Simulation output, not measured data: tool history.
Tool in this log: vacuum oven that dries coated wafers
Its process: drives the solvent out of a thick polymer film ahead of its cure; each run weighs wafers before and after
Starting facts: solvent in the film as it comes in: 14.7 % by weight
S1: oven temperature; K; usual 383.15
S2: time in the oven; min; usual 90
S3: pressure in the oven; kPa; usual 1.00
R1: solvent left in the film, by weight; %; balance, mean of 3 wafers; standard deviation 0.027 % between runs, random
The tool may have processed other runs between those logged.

run     day      S1   S2    S3    R1
  1   0.000  383.15   90  1.00  3.34
  2   0.400  383.15   90  1.00  3.29
  3   0.842  383.15   90  1.00  3.32
  4   1.175  383.15   90  1.72  3.50
  5   1.571  383.15   90  1.00  3.26
  6   2.296  383.15   90  1.00  3.33
  7   2.671  383.15   90  1.00  3.30
  8   3.104  383.15   90  1.00  3.34
  9   3.821  383.15   90  1.00  3.33
 10   4.421  383.15   90  1.00  3.31
 11   4.988  383.15   90  1.00  3.31
 12   5.546  383.15   90  1.00  3.25
 13   6.029  384.15   90  1.00  3.05
 14   6.721  383.15   60  1.00  4.99
 15   7.342  387.15  114  3.24  2.36
 16   7.992  387.15  114  3.24  2.36
 17   8.700  387.15  114  3.24  2.37
 18   9.271  383.15   62  0.83  4.74
 19   9.642  383.15   62  0.83  4.74
 20  10.046  390.15   90  0.51  1.58
 21  10.525  390.15  133  3.34  1.58
 22  11.121  385.15   96  1.00  2.55
     11.325  -- oven's thermocouples calibrated
 23  11.500  392.15   90  2.17  1.99
 24  12.188  379.15  120  2.17  3.92
 25  12.746  379.15  106  1.00  3.96
 26  13.442  370.15   90  1.00  7.03
 27  13.767  382.15   90  1.00  3.88
 28  14.367  382.15   90  1.00  3.86

Branching from run 28: 4 alternative next runs. What would each branch give?
  A  15.062  394.15   90  2.93   ?
  B  15.062  382.15  112  0.55   ?
  C  15.062  376.15  104  1.00   ?
  D  15.062  382.15   90  1.82   ?

run    R1
  A  1.89
  B  2.83
  C  4.81
  D  4.14
The same runs, with their run-to-run variation unchanged, on a tool lacking any hidden condition would have given:
run    R1
  A  1.85
  B  2.77
  C  4.75
  D  4.09

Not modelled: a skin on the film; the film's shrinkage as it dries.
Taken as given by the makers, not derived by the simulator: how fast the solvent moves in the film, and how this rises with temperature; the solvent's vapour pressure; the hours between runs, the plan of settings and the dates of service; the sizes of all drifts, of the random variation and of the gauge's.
